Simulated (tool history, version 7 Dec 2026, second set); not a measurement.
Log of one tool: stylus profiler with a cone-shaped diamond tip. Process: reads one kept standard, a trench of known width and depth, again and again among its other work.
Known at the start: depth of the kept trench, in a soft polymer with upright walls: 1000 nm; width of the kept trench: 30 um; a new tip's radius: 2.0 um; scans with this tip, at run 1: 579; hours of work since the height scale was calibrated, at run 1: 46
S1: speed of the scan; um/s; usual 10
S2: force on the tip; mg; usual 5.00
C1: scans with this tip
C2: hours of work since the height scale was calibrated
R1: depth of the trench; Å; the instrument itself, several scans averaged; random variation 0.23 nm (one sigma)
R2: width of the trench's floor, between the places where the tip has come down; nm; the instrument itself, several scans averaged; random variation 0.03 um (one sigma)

Run 1, hour 0.0: usual settings; C1 579; C2 46. Result: R1 10170.6 Å, R2 26550 nm.
Run 2, hour 58.4: usual settings; C1 991; C2 78. Result: R1 10170.4 Å, R2 26490 nm.
Run 3, hour 91.0: usual settings; C1 1220; C2 97. Result: R1 10171.3 Å, R2 26530 nm.
Run 4, hour 165.2: usual settings; C1 1744; C2 138. Result: R1 10173.9 Å, R2 26520 nm.
Run 5, hour 206.8: usual settings; C1 2037; C2 161. Result: R1 10169.5 Å, R2 26540 nm.
Run 6, hour 256.9: usual settings but S1 20 um/s; C1 2390; C2 189. Result: R1 10170.2 Å, R2 26500 nm.
Run 7, hour 289.1: usual settings; C1 2617; C2 207. Result: R1 10169.8 Å, R2 26510 nm.
Run 8, hour 339.6: usual settings; C1 2972; C2 235. Result: R1 10167.8 Å, R2 26480 nm.
Run 9, hour 387.0: usual settings but S2 12.57 mg; C1 3307; C2 261. Result: R1 10317.7 Å, R2 26490 nm.
Run 10, hour 457.8: usual settings but S2 12.57 mg; C1 3806; C2 301. Result: R1 10314.4 Å, R2 26490 nm.
Run 11, hour 507.6: usual settings; C1 4156; C2 329. Result: R1 10170.6 Å, R2 26520 nm.
Run 12, hour 582.9: usual settings; C1 4687; C2 371. Result: R1 10170.3 Å, R2 26510 nm.
Run 13, hour 636.8: usual settings; C1 5067; C2 401. Result: R1 10172.1 Å, R2 26480 nm.
Run 14, hour 670.0: usual settings but S1 7 um/s, S2 11.16 mg; C1 5301; C2 419. Result: R1 10290.7 Å, R2 26500 nm.
Run 15, hour 724.8: usual settings but S1 33 um/s, S2 2.38 mg; C1 5687; C2 450. Result: R1 10103.3 Å, R2 26430 nm.
Run 16, hour 801.6: usual settings but S2 3.57 mg; C1 6228; C2 492. Result: R1 10138.9 Å, R2 26530 nm.
Run 17, hour 855.0: usual settings but S2 3.57 mg; C1 6605; C2 522. Result: R1 10139.1 Å, R2 26500 nm.
Run 18, hour 903.8: usual settings but S2 3.57 mg; C1 6949; C2 549. Result: R1 10135.8 Å, R2 26530 nm.
Run 19, hour 981.6: usual settings but S2 3.57 mg; C1 7497; C2 593. Result: R1 10135.4 Å, R2 26520 nm.
Run 20, hour 1036.7: usual settings but S1 3 um/s, S2 2.89 mg; C1 7885; C2 623. Result: R1 10119.2 Å, R2 26480 nm.
Run 21, hour 1103.5: usual settings but S1 35 um/s, S2 9.43 mg; C1 8356; C2 661. Result: R1 10260.1 Å, R2 26440 nm.
Run 22, hour 1140.4: usual settings but S1 35 um/s, S2 9.43 mg; C1 8616; C2 681. Result: R1 10258.0 Å, R2 26460 nm.
Run 23, hour 1193.2: usual settings but S1 2 um/s, S2 4.44 mg; C1 8988; C2 711. Result: R1 10154.4 Å, R2 26520 nm.
Run 24, hour 1247.4: usual settings but S1 6 um/s, S2 2.87 mg; C1 9370; C2 741. Result: R1 10119.5 Å, R2 26470 nm.
Run 25, hour 1316.4: usual settings but S1 5 um/s, S2 14.03 mg; C1 9856; C2 779. Result: R1 10340.1 Å, R2 26560 nm.
Run 26, hour 1389.6: usual settings but S1 2 um/s, S2 14.03 mg; C1 10372; C2 820. Result: R1 10342.2 Å, R2 26530 nm.

Forecast each of these 3 alternatives for the next run:
Run A, hour 1432.6: usual settings but S1 2 um/s, S2 5.44 mg; C1 10675; C2 844. Result: R1 ?, R2 ?.
Run B, hour 1432.6: usual settings but S1 5 um/s, S2 14.47 mg; C1 10675; C2 844. Result: R1 ?, R2 ?.
Run C, hour 1432.6: usual settings but S1 3 um/s, S2 3.12 mg; C1 10675; C2 844. Result: R1 ?, R2 ?.

run       R1     R2
  A  10181.0  26490
  B  10346.8  26530
  C  10123.8  26540
Without the tool's hidden state the same runs would have given:
run       R1     R2
  A  10181.6  26510
  B  10347.3  26550
  C  10124.4  26560
